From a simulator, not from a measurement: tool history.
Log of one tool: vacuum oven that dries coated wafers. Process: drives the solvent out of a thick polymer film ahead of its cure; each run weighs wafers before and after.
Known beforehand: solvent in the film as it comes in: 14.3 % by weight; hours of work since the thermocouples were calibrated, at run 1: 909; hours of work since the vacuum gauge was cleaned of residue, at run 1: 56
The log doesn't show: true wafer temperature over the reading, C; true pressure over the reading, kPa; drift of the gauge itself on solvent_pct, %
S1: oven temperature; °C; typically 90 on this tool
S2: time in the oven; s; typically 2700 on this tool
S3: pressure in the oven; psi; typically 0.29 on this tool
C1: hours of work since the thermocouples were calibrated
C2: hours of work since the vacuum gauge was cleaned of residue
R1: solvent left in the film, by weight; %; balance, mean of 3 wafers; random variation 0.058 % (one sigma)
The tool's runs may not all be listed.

| run | hour | S1 | S2 | S3 | C1 | C2 | R1 |
|---|---|---|---|---|---|---|---|
| 1 | 0 | 90 | 2700 | 0.29 | 909 | 56 | 2.84 |
| 2 | 36.1 | 90 | 2700 | 0.29 | 929 | 76 | 2.84 |
| 3 | 52.9 | 90 | 2700 | 0.354 | 939 | 86 | 3.15 |
| 4 | 70.9 | 90 | 2700 | 0.354 | 950 | 97 | 3.28 |
| 5 | 105.8 | 90 | 2700 | 0.354 | 970 | 117 | 3.25 |
| 6 | 132.5 | 90 | 2700 | 0.29 | 985 | 132 | 2.82 |
| 7 | 156.4 | 90 | 2700 | 0.29 | 999 | 146 | 2.8 |
| 8 | 177.6 | 99 | 2700 | 0.29 | 1011 | 158 | 1.47 |
| 9 | 201.9 | 99 | 2700 | 0.29 | 1025 | 172 | 1.36 |
| 10 | 228.4 | 99 | 2700 | 0.29 | 1041 | 188 | 1.47 |
| 11 | 247.4 | 90 | 2700 | 0.29 | 1052 | 199 | 2.76 |
| 12 | 266.5 | 90 | 4020 | 0.29 | 1063 | 210 | 2.13 |
| 13 | 284.7 | 90 | 4020 | 0.29 | 1073 | 220 | 2.15 |
| 14 | 315.7 | 90 | 2700 | 0.405 | 1091 | 238 | 3.45 |
|  | 348.2 | oven's thermocouples calibrated |
| 15 | 349.6 | 90 | 2700 | 0.405 | 1 | 256 | 3.8 |
| 16 | 386.2 | 90 | 2700 | 0.277 | 22 | 278 | 3.08 |
| 17 | 404.7 | 90 | 2700 | 0.277 | 33 | 288 | 3.05 |
| 18 | 433.1 | 90 | 3840 | 0.277 | 49 | 305 | 2.36 |
| 19 | 456.9 | 90 | 3840 | 0.277 | 63 | 318 | 2.38 |
| 20 | 483.3 | 90 | 2100 | 0.277 | 78 | 334 | 3.73 |
| 21 | 509.6 | 90 | 2100 | 0.277 | 93 | 349 | 3.74 |
| 22 | 543.1 | 90 | 2700 | 0.29 | 113 | 368 | 3.19 |
| 23 | 570.3 | 90 | 2700 | 0.29 | 128 | 384 | 3.04 |
| 24 | 590.4 | 75 | 2700 | 0.29 | 140 | 396 | 7.76 |
| 25 | 608.3 | 90 | 1920 | 0.267 | 150 | 406 | 3.99 |
| 26 | 643.2 | 90 | 1920 | 0.267 | 170 | 426 | 3.96 |
| 27 | 680 | 90 | 1920 | 0.292 | 192 | 447 | 4.22 |
| 28 | 700.5 | 79 | 1620 | 0.225 | 204 | 459 | 7.69 |
| 29 | 732.3 | 79 | 2040 | 0.225 | 222 | 478 | 7.11 |
| 30 | 750.2 | 90 | 3900 | 0.232 | 232 | 488 | 1.96 |
| 31 | 782.2 | 90 | 3900 | 0.232 | 251 | 506 | 1.97 |
| 32 | 809.3 | 90 | 2700 | 0.461 | 266 | 522 | 4.01 |
| 33 | 845.6 | 90 | 2700 | 0.461 | 287 | 543 | 4.07 |
| 34 | 868.2 | 101 | 2700 | 0.361 | 300 | 556 | 1.65 |
| 35 | 892.7 | 90 | 4620 | 0.29 | 315 | 570 | 2.24 |
| 36 | 924.5 | 90 | 4620 | 0.29 | 333 | 589 | 2.17 |
| 37 | 950 | 92 | 2700 | 0.918 | 348 | 603 | 5.86 |
| 38 | 987 | 90 | 2700 | 0.374 | 369 | 625 | 3.62 |
| 39 | 1024.1 | 90 | 1860 | 0.476 | 391 | 646 | 5.05 |
| 40 | 1039.5 | 92 | 1740 | 0.168 | 399 | 655 | 3.18 |
| 41 | 1071.3 | 96 | 1320 | 0.715 | 418 | 673 | 5.27 |
| 42 | 1098.4 | 99 | 2160 | 0.715 | 433 | 689 | 3.61 |
| 43 | 1123.8 | 97 | 2700 | 0.661 | 448 | 704 | 3.5 |
| 44 | 1153 | 97 | 2700 | 0.653 | 465 | 721 | 3.49 |
| 45 | 1186 | 97 | 2700 | 0.653 | 484 | 740 | 3.4 |
| 46 | 1213.8 | 101 | 4560 | 0.29 | 500 | 756 | 1.35 |
| 47 | 1251.4 | 90 | 2940 | 0.29 | 522 | 778 | 2.85 |
| 48 | 1273.9 | 92 | 2280 | 0.332 | 535 | 790 | 3.34 |

Entry by entry between the runs, the difference in hidden state between the last listed run before and the first listed run after:
From run 14 to run 15: oven's thermocouples calibrated (hour 348.2)
  true wafer temperature over the reading, C: 1.11 -> -0.12; true pressure over the reading, kPa: 0.094 -> 0.102
  the result without the hidden state subtracted from the measured one, R1: -0.21 -> +0.11 %

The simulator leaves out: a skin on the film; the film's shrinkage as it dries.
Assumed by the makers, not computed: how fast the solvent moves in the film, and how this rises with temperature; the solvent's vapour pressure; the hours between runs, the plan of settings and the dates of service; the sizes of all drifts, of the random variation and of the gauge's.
